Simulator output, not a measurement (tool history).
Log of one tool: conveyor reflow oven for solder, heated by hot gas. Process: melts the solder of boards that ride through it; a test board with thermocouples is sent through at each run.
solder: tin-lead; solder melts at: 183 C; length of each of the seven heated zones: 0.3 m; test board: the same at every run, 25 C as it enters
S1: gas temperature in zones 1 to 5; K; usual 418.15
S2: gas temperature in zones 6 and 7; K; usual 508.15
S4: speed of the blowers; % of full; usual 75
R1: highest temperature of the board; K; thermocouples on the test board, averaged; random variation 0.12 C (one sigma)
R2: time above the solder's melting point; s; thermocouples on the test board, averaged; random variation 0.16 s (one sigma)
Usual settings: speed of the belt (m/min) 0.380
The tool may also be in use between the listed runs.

{"run": 1, "day": 0.0, "S1": 418.15, "S2": 508.15, "speed of the belt (m/min)": 0.38, "S4": 75, "R1": 498.15, "R2": 81.7}
{"run": 2, "day": 0.554, "S1": 418.15, "S2": 508.15, "speed of the belt (m/min)": 0.38, "S4": 75, "R1": 498.15, "R2": 81.7}
{"day": 1.012, "done": "thermocouples of zones 6 and 7 changed"}
{"run": 3, "day": 1.612, "S1": 418.15, "S2": 508.15, "speed of the belt (m/min)": 0.38, "S4": 75, "R1": 495.35, "R2": 79.2}
{"run": 4, "day": 2.646, "S1": 418.15, "S2": 508.15, "speed of the belt (m/min)": 0.38, "S4": 75, "R1": 495.25, "R2": 79.5}
{"day": 2.942, "done": "flux residue cleaned out of gas plates and filters"}
{"run": 5, "day": 3.546, "S1": 418.15, "S2": 508.15, "speed of the belt (m/min)": 0.38, "S4": 75, "R1": 497.25, "R2": 81.1}
{"run": 6, "day": 4.479, "S1": 418.15, "S2": 508.15, "speed of the belt (m/min)": 0.38, "S4": 75, "R1": 497.45, "R2": 80.9}
{"run": 7, "day": 5.333, "S1": 418.15, "S2": 508.15, "speed of the belt (m/min)": 0.38, "S4": 75, "R1": 497.35, "R2": 81.2}
{"run": 8, "day": 6.238, "S1": 418.15, "S2": 508.15, "speed of the belt (m/min)": 0.38, "S4": 75, "R1": 497.05, "R2": 81.3}
{"run": 9, "day": 7.217, "S1": 418.15, "S2": 508.15, "speed of the belt (m/min)": 0.38, "S4": 75, "R1": 497.25, "R2": 81.5}
{"run": 10, "day": 8.425, "S1": 418.15, "S2": 508.15, "speed of the belt (m/min)": 0.38, "S4": 75, "R1": 497.35, "R2": 81.5}
{"run": 11, "day": 9.671, "S1": 418.15, "S2": 508.15, "speed of the belt (m/min)": 0.38, "S4": 75, "R1": 497.15, "R2": 81.2}
{"run": 12, "day": 10.325, "S1": 418.15, "S2": 508.15, "speed of the belt (m/min)": 0.38, "S4": 75, "R1": 497.15, "R2": 81.0}
{"run": 13, "day": 11.138, "S1": 418.15, "S2": 508.15, "speed of the belt (m/min)": 0.38, "S4": 75, "R1": 497.05, "R2": 81.0}
{"run": 14, "day": 12.283, "S1": 418.15, "S2": 508.15, "speed of the belt (m/min)": 0.38, "S4": 75, "R1": 496.95, "R2": 81.0}
{"run": 15, "day": 13.329, "S1": 418.15, "S2": 508.15, "speed of the belt (m/min)": 0.38, "S4": 75, "R1": 496.95, "R2": 80.9}
{"run": 16, "day": 14.05, "S1": 418.15, "S2": 518.15, "speed of the belt (m/min)": 0.38, "S4": 51, "R1": 500.35, "R2": 82.9}
{"run": 17, "day": 14.583, "S1": 418.15, "S2": 515.15, "speed of the belt (m/min)": 0.333, "S4": 81, "R1": 507.35, "R2": 100.2}
{"run": 18, "day": 15.288, "S1": 418.15, "S2": 503.15, "speed of the belt (m/min)": 0.38, "S4": 75, "R1": 492.25, "R2": 77.4}
{"run": 19, "day": 16.388, "S1": 432.15, "S2": 503.15, "speed of the belt (m/min)": 0.426, "S4": 58, "R1": 488.45, "R2": 71.5}
{"run": 20, "day": 17.442, "S1": 427.15, "S2": 521.15, "speed of the belt (m/min)": 0.38, "S4": 75, "R1": 509.75, "R2": 93.1}
{"run": 21, "day": 18.238, "S1": 427.15, "S2": 521.15, "speed of the belt (m/min)": 0.38, "S4": 75, "R1": 509.75, "R2": 93.6}
{"run": 22, "day": 18.8, "S1": 427.15, "S2": 505.15, "speed of the belt (m/min)": 0.426, "S4": 75, "R1": 492.45, "R2": 72.8}
{"run": 23, "day": 19.954, "S1": 427.15, "S2": 505.15, "speed of the belt (m/min)": 0.426, "S4": 75, "R1": 492.25, "R2": 72.7}
{"run": 24, "day": 20.842, "S1": 427.15, "S2": 522.15, "speed of the belt (m/min)": 0.426, "S4": 51, "R1": 501.15, "R2": 78.2}
{"run": 25, "day": 21.912, "S1": 427.15, "S2": 522.15, "speed of the belt (m/min)": 0.426, "S4": 51, "R1": 501.05, "R2": 78.8}

Forecast run 26:
{"run": 26, "day": 22.492, "S1": 427.15, "S2": 522.15, "speed of the belt (m/min)": 0.426, "S4": 51, "R1": "?", "R2": "?"}

Run 26 gave R1 500.95 K, R2 78.7 s.
Without the tool's hidden state the same run would have given R1 501.95 K, R2 78.8 s.

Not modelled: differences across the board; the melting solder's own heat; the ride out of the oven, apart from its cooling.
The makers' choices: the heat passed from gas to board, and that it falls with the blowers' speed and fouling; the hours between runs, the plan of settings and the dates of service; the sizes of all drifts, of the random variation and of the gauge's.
